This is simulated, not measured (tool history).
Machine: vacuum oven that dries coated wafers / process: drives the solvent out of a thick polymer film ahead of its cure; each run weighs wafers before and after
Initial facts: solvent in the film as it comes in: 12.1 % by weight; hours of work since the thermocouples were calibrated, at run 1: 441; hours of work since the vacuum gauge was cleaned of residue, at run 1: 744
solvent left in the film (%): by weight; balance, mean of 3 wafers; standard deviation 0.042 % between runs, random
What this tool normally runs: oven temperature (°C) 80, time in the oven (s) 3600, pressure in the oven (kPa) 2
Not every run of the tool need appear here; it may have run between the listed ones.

run	hour	oven temperature (°C)	time in the oven (s)	pressure in the oven (kPa)	hours of work since the thermocouples were calibrated	hours of work since the vacuum gauge was cleaned of residue	solvent left in the film (%)
1	0	80	3600	2	441	744	1.36
2	24.2	80	3600	2	458	762	1.42
3	37.5	80	3600	2	468	771	1.33
4	49.6	80	3600	2	477	780	1.33
5	77.6	80	3600	2	497	801	1.34
6	97.1	80	3600	2	511	815	1.4
7	115.8	80	3600	2	525	828	1.35
8	127.6	80	3600	2	534	837	1.42
9	142.1	80	3600	2	544	848	1.46
10	162.1	80	3600	2	559	862	1.45
11	177.4	80	3600	2	570	873	1.38
12	198.4	75	3600	4.45	585	889	3.12
13	213.2	75	3600	4.45	596	900	3.19
14	234.4	75	4260	3.79	612	915	2.56
15	252	85	3600	1.49	625	928	0.72
16	269	85	3600	1.41	637	940	0.76

What will run 17 give?
17	283.9	85	3600	1.41	648	951	?

{"run 17": {"solvent left in the film (%)": 0.74}}
With the hidden condition absent and the run-to-run variation left alone, this run would have shown solvent left in the film (%) 0.57.
